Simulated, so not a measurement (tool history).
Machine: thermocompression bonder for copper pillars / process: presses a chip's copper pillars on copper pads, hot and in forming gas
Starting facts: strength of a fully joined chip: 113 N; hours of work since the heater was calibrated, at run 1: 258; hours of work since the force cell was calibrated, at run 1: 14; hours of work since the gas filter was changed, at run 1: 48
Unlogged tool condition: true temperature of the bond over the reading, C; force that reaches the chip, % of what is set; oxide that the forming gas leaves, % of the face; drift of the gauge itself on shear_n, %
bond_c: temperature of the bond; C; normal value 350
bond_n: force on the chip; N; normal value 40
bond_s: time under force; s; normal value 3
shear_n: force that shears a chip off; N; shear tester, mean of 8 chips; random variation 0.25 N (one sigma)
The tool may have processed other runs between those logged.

run,hour,bond_c,bond_n,bond_s,hours of work since the heater was calibrated,hours of work since the force cell was calibrated,hours of work since the gas filter was changed,shear_n
1,0,350,40,3,258,14,48,83.5
2,8,350,40,3,262,18,52,84
3,17.6,350,40,3,266,22,56,83.7
4,31.8,350,34,3,272,28,62,75.6
5,47.8,350,34,3,279,35,69,76.1
6,58.3,350,57,3,283,39,73,97.4
7,70.4,350,40,3,288,44,78,83.3
8,85,350,40,3,295,50,85,82.8
9,93.7,350,40,3,298,54,88,82.8
10,109.7,350,40,3,305,61,95,82.8
11,122,350,40,2,310,66,100,75
12,131.7,350,40,2,315,70,104,75.3
13,147.3,350,40,3,321,77,111,82.5
14,162.4,350,40,3,328,84,118,82.6
15,171.1,350,40,2,332,87,121,74.8
16,188.7,350,40,2,339,95,129,74.4
17,203.8,350,40,2,346,101,135,74.7
18,221.2,343,40,2,353,109,143,70.9
19,237.2,346,40,3,360,116,150,80.2
20,252.5,380,40,2,366,122,156,86.8
21,270.8,350,58,3,374,130,164,95.8
22,286.2,350,49,3,381,137,171,89.7
23,299.4,355,32,7,386,142,176,89.3
24,313.2,355,32,7,392,148,182,88.4
25,322.6,350,40,4,396,152,186,86.4
26,330.8,350,40,4,400,156,190,86.8
27,343.6,350,40,4,405,161,195,86.1
28,359.4,350,40,4,412,168,202,86.1
29,375.7,350,40,4,419,175,209,86
30,390.6,336,39,3,425,181,215,73.5
31,400.8,336,39,3,430,186,220,73.3
32,418.1,352,39,4,437,193,227,85.4
33,431.6,352,39,4,443,199,233,85.3
34,448.6,352,39,4,450,206,240,85.1
35,461.6,366,36,6,456,212,246,92.8
36,473.3,350,45,2,461,217,251,77.9
37,486,350,45,2,466,222,256,77.8
38,496.1,330,25,4,471,226,260,54.8

Alternative continuations, all from the tool just after run 38; predict every row:
A,513.3,338,33,2,478,234,268,?
B,513.3,352,40,3,478,234,268,?
C,513.3,336,57,3,478,234,268,?
D,513.3,326,25,8,478,234,268,?
E,513.3,350,29,3,478,234,268,?

run,shear_n
A,58.2
B,80.6
C,88
D,65.9
E,65.6
With the hidden condition removed and each run's random variation left untouched, the same runs would have given:
run,shear_n
A,60.5
B,85
C,93.2
D,68.6
E,68.5
